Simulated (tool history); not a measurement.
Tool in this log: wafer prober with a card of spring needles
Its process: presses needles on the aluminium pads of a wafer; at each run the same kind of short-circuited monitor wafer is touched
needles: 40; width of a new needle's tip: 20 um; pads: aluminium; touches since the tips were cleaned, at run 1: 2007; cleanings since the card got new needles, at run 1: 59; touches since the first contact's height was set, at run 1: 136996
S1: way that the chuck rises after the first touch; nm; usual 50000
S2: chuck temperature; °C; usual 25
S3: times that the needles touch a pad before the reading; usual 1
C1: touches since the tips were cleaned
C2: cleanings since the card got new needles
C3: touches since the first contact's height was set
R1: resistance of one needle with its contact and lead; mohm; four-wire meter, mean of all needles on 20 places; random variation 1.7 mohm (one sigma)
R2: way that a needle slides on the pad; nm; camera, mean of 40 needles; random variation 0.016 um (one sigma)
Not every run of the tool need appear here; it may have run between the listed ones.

run,day,S1,S2,S3,C1,C2,C3,R1,R2
1,0.000,50000,25,1,2007,59,136996,166,8320
# day 0.858: tips cleaned on abrasive film
# day 1.938: tips cleaned on abrasive film
2,2.767,50000,25,1,7226,61,161052,167,8300
# day 2.892: tips cleaned on abrasive film
# day 3.867: tips cleaned on abrasive film
# day 4.792: tips cleaned on abrasive film
3,5.462,50000,25,1,5864,64,184447,167,8340
# day 5.850: tips cleaned on abrasive film
# day 6.804: tips cleaned on abrasive film
# day 7.812: tips cleaned on abrasive film
4,7.850,61000,25,1,322,67,205153,159,10170
# day 8.229: height of the first contact set anew
# day 8.821: tips cleaned on abrasive film
# day 9.804: tips cleaned on abrasive film
5,10.067,50000,25,2,2309,69,15957,163,8340
# day 10.796: tips cleaned on abrasive film
# day 11.783: tips cleaned on abrasive film
6,12.417,50000,25,1,5544,71,36378,164,8360
# day 12.808: tips cleaned on abrasive film
# day 13.929: tips cleaned on abrasive film
7,14.671,50000,25,1,6500,73,55967,164,8330
# day 14.904: tips cleaned on abrasive film
# day 15.938: tips cleaned on abrasive film
8,15.938,50000,25,1,0,75,66937,164,8320
# day 16.983: tips cleaned on abrasive film
9,17.783,50000,25,1,6981,76,82989,167,8320
# day 18.017: tips cleaned on abrasive film
# day 18.996: tips cleaned on abrasive film
10,19.412,48000,25,1,3613,78,97109,167,8010
# day 20.054: tips cleaned on abrasive film
# day 21.125: tips cleaned on abrasive film
# day 22.083: tips cleaned on abrasive film
11,22.100,50000,25,1,124,81,120430,163,8340
# day 23.154: tips cleaned on abrasive film
# day 24.242: tips cleaned on abrasive film
12,24.542,50000,25,1,2626,83,141657,164,8340
# day 25.229: tips cleaned on abrasive film
13,25.883,50000,59,1,5703,84,153316,175,8340
# day 26.267: tips cleaned on abrasive film
# day 27.362: tips cleaned on abrasive film
14,27.362,50000,94,1,0,86,166140,179,8360
# day 28.438: tips cleaned on abrasive film
15,28.617,50000,25,2,1580,87,177054,168,8300
# day 29.417: tips cleaned on abrasive film
# day 30.417: tips cleaned on abrasive film
16,30.558,50000,31,2,1236,89,193890,166,8350
# day 31.354: tips cleaned on abrasive film
17,31.854,55000,25,1,4371,90,205178,163,9200
# day 32.262: height of the first contact set anew
# day 32.467: tips cleaned on abrasive film
# day 33.388: tips cleaned on abrasive film
18,33.862,50000,121,3,4161,92,13874,186,8340
# day 34.429: tips cleaned on abrasive film
# day 35.438: tips cleaned on abrasive film
19,35.929,45000,35,2,4295,94,31829,167,7490
# day 36.371: tips cleaned on abrasive film
# day 37.358: tips cleaned on abrasive film
20,38.062,45000,35,2,6129,96,50347,170,7520
# day 38.279: tips cleaned on abrasive film
# day 39.388: tips cleaned on abrasive film
21,40.067,54000,25,1,5921,98,67732,164,9030
# day 40.458: tips cleaned on abrasive film
# day 41.571: tips cleaned on abrasive film
# day 42.517: tips cleaned on abrasive film
22,42.742,32000,56,1,1951,101,90964,184,5340
# day 43.604: tips cleaned on abrasive film
# day 44.550: tips cleaned on abrasive film
23,44.725,32000,109,1,1532,103,108196,200,5320
# day 45.504: tips cleaned on abrasive film
24,46.179,38000,44,2,5855,104,120811,175,6350
# day 46.600: tips cleaned on abrasive film
# day 47.558: tips cleaned on abrasive film
25,48.400,49000,25,1,7345,106,140123,169,8200
# day 48.633: tips cleaned on abrasive film
# day 49.629: tips cleaned on abrasive film
26,49.817,32000,85,2,1648,108,152413,190,5340
# day 50.567: tips cleaned on abrasive film
# day 51.567: tips cleaned on abrasive film
27,52.038,60000,53,1,4109,110,171708,168,10020
# day 52.612: tips cleaned on abrasive film
# day 53.596: tips cleaned on abrasive film
28,54.208,44000,49,1,5362,112,190556,177,7330

Here are 5 independent what-if runs from the current tool condition. What would each one return?
# day 54.592: tips cleaned on abrasive film
# day 55.621: tips cleaned on abrasive film
A,56.154,33000,74,3,4654,114,207448,?,?
# day 54.592: tips cleaned on abrasive film
# day 55.621: tips cleaned on abrasive film
B,56.154,40000,122,2,4654,114,207448,?,?
# day 54.592: tips cleaned on abrasive film
# day 55.621: tips cleaned on abrasive film
C,56.154,50000,44,1,4654,114,207448,?,?
# day 54.592: tips cleaned on abrasive film
# day 55.621: tips cleaned on abrasive film
D,56.154,47000,30,3,4654,114,207448,?,?
# day 54.592: tips cleaned on abrasive film
# day 55.621: tips cleaned on abrasive film
E,56.154,49000,106,1,4654,114,207448,?,?

run,R1,R2
A,187,5510
B,192,6700
C,170,8340
D,167,7870
E,182,8180
With the hidden condition removed and each run's random variation left untouched, the same runs would have given:
run,R1,R2
A,187,5510
B,192,6700
C,169,8340
D,167,7870
E,181,8180
